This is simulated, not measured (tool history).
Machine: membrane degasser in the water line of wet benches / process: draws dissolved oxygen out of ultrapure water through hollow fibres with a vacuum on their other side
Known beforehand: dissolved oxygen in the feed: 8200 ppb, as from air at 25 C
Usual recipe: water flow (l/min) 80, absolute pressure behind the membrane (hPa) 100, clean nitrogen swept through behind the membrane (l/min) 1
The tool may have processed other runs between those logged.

run    hour  water flow (l/min)  absolute pressure behind the membrane (hPa)  clean nitrogen swept through behind the membrane (l/min)  dissolved oxygen in the water behind the degasser (ppb)  pressure that the water loses in the fibres (hPa)
  1       0                  80                                          100                                                         1                                                    889.1                                              480.2
  2   268.2                  72                                          100                                                         1                                                    819.2                                              429.6
  3     480                  72                                          100                                                         1                                                    815.8                                              432.5
  4   624.6                  72                                          100                                                         1                                                    816.6                                              431.9
  5   970.6                  72                                          100                                                         1                                                    814.8                                              430.8
  6  1307.8                  72                                          100                                                         1                                                      821                                              431.7
  7  1536.8                  72                                          100                                                         1                                                    818.6                                                431
  8  1869.2                  72                                          100                                                         1                                                    822.5                                              431.1
  9  2189.5                  72                                          100                                                         1                                                    819.2                                              430.6
     2315.8  -- vacuum gauge calibrated
 10  2470.4                  80                                          100                                                         1                                                    890.3                                              480.7
 11  2728.5                  80                                          100                                                         1                                                    885.4                                              478.7
 12    2913                  80                                          100                                                         1                                                      887                                              477.9
 13  3076.8                  80                                          100                                                         1                                                    888.4                                              483.2
 14  3389.2                  80                                          100                                                         1                                                    885.4                                              481.1
     3450.9  -- seals of the vacuum lines changed
 15  3538.3                  80                                          100                                                         1                                                    887.4                                              481.9
 16  3698.5                  91                                          100                                                      0.67                                                     1223                                              545.4
 17  4042.5                  59                                          100                                                         1                                                    701.8                                              353.2
 18  4273.7                  53                                           66                                                      1.39                                                      266                                              318.5
 19  4523.2                  87                                           64                                                      1.92                                                      344                                              522.8
 20  4815.8                  87                                          100                                                      2.31                                                    560.4                                              520.3
     5068.6  -- membrane cartridge changed
 21  5155.9                  80                                          100                                                      0.71                                                   1076.3                                              477.2
 22  5413.4                  71                                          187                                                      0.53                                                   2338.9                                              425.8
 23  5673.4                  71                                          187                                                      0.53                                                   2346.4                                              423.9
 24  5844.7                 127                                          187                                                      0.73                                                     2748                                              762.1
 25    6131                 127                                          190                                                      1.62                                                   1909.9                                              762.3
 26    6384                 127                                          190                                                      1.62                                                   1903.3                                              760.3
 27    6646                  81                                          139                                                      1.62                                                    975.4                                              485.3
 28  6888.3                  81                                          139                                                      1.62                                                    976.9                                                485
 29  7181.2                  87                                          204                                                      0.57                                                   2728.7                                              521.4

Forecast each of these 3 alternatives for the next run:
  A  7360.8                  74                                          232                                                      0.57                                                        ?                                                  ?
  B  7360.8                  80                                          100                                                      1.02                                                        ?                                                  ?
  C  7360.8                  80                                           82                                                         1                                                        ?                                                  ?

run  dissolved oxygen in the water behind the degasser (ppb)  pressure that the water loses in the fibres (hPa)
  A                                                     2800                                                444
  B                                                    880.6                                              479.6
  C                                                    683.2                                              480.3
Without the tool's hidden state the same runs would have given:
run  dissolved oxygen in the water behind the degasser (ppb)  pressure that the water loses in the fibres (hPa)
  A                                                   2799.8                                              443.9
  B                                                    880.3                                              479.6
  C                                                    682.9                                              480.2
